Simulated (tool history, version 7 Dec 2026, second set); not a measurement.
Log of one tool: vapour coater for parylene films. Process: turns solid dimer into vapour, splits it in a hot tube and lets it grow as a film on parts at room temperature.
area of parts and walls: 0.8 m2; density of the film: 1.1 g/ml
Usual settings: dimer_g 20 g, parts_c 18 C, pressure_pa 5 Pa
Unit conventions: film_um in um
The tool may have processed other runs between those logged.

{"run": 1, "hour": 0.0, "dimer_g": 20, "parts_c": 18, "pressure_pa": 5, "film_um": 10.6}
{"run": 2, "hour": 22.9, "dimer_g": 20, "parts_c": 18, "pressure_pa": 2.54, "film_um": 11.41}
{"run": 3, "hour": 53.5, "dimer_g": 20, "parts_c": 18, "pressure_pa": 2.54, "film_um": 11.4}
{"run": 4, "hour": 71.6, "dimer_g": 20, "parts_c": 18, "pressure_pa": 2.54, "film_um": 11.28}
{"run": 5, "hour": 94.6, "dimer_g": 20, "parts_c": 18, "pressure_pa": 2.54, "film_um": 11.09}
{"run": 6, "hour": 119.0, "dimer_g": 20, "parts_c": 18, "pressure_pa": 3.89, "film_um": 10.61}
{"run": 7, "hour": 155.9, "dimer_g": 20, "parts_c": 18, "pressure_pa": 3.89, "film_um": 10.34}
{"run": 8, "hour": 177.7, "dimer_g": 10, "parts_c": 12, "pressure_pa": 9.78, "film_um": 5.84}
{"run": 9, "hour": 213.9, "dimer_g": 10, "parts_c": 12, "pressure_pa": 9.78, "film_um": 5.81}
{"run": 10, "hour": 235.6, "dimer_g": 10, "parts_c": 12, "pressure_pa": 10.78, "film_um": 5.65}
{"run": 11, "hour": 271.2, "dimer_g": 10, "parts_c": 12, "pressure_pa": 10.78, "film_um": 5.59}
{"run": 12, "hour": 308.0, "dimer_g": 10, "parts_c": 12, "pressure_pa": 10.78, "film_um": 5.61}
{"run": 13, "hour": 338.5, "dimer_g": 10, "parts_c": 15, "pressure_pa": 10.78, "film_um": 4.96}

Alternative continuations, all from the tool just after run 13; predict every row:
{"run": "A", "hour": 368.7, "dimer_g": 24, "parts_c": 18, "pressure_pa": 5, "film_um": "?"}
{"run": "B", "hour": 368.7, "dimer_g": 10, "parts_c": 15, "pressure_pa": 5.86, "film_um": "?"}
{"run": "C", "hour": 368.7, "dimer_g": 11, "parts_c": 26, "pressure_pa": 10.78, "film_um": "?"}

run=A film_um=11.64
run=B film_um=5.23
run=C film_um=3.49
The same runs, with their run-to-run variation unchanged, on a tool lacking any hidden condition would have given:
run=A film_um=12.71
run=B film_um=5.71
run=C film_um=3.81
